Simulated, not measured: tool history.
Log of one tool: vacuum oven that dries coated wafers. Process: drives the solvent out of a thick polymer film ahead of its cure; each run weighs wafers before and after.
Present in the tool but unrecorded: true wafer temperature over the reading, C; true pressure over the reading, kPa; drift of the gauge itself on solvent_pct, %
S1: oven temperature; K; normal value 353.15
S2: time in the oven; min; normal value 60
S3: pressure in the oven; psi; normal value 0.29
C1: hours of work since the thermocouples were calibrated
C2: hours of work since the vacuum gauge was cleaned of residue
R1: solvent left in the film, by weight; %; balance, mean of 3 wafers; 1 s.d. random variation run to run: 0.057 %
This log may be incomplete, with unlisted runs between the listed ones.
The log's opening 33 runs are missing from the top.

| run | day | S1 | S2 | S3 | C1 | C2 | R1 |
|---|---|---|---|---|---|---|---|
| 34 | 42.683 | 353.15 | 64 | 0.29 | 703 | 959 | 3.17 |
| 35 | 44.358 | 353.15 | 64 | 0.29 | 724 | 980 | 3.09 |
| 36 | 45.888 | 352.15 | 105 | 0.29 | 743 | 999 | 2.73 |
| 37 | 47.354 | 352.15 | 105 | 0.29 | 762 | 1018 | 2.73 |
| 38 | 48.358 | 356.15 | 105 | 0.177 | 774 | 1030 | 1.61 |
| 39 | 49.412 | 353.15 | 60 | 1.085 | 788 | 1044 | 8.94 |
| 40 | 50.188 | 342.15 | 60 | 0.27 | 797 | 1053 | 6.01 |
| 41 | 50.879 | 363.15 | 60 | 0.814 | 806 | 1062 | 4.45 |
| 42 | 52.275 | 363.15 | 60 | 0.814 | 824 | 1080 | 4.44 |
| 43 | 52.958 | 344.15 | 62 | 0.73 | 832 | 1088 | 9.93 |
| 44 | 54.35 | 355.15 | 35 | 0.383 | 850 | 1106 | 5.35 |
| 45 | 55.629 | 353.15 | 30 | 0.712 | 866 | 1122 | 8.74 |
| 46 | 56.679 | 367.15 | 50 | 0.231 | 879 | 1135 | 1.54 |
| 47 | 57.946 | 367.15 | 61 | 0.231 | 895 | 1151 | 1.29 |
| 48 | 59.279 | 367.15 | 61 | 0.251 | 912 | 1168 | 1.33 |

Branching from run 48: 3 alternative next runs. What would each branch give?
| A | 60.688 | 353.15 | 60 | 0.864 | 929 | 1185 | ? |
| B | 60.688 | 348.15 | 60 | 0.46 | 929 | 1185 | ? |
| C | 60.688 | 344.15 | 72 | 0.251 | 929 | 1185 | ? |

| run | R1 |
|---|---|
| A | 7.51 |
| B | 5.91 |
| C | 4.59 |
Without the tool's unlogged condition, the same runs would have read:
| run | R1 |
|---|---|
| A | 6.67 |
| B | 5.04 |
| C | 3.67 |

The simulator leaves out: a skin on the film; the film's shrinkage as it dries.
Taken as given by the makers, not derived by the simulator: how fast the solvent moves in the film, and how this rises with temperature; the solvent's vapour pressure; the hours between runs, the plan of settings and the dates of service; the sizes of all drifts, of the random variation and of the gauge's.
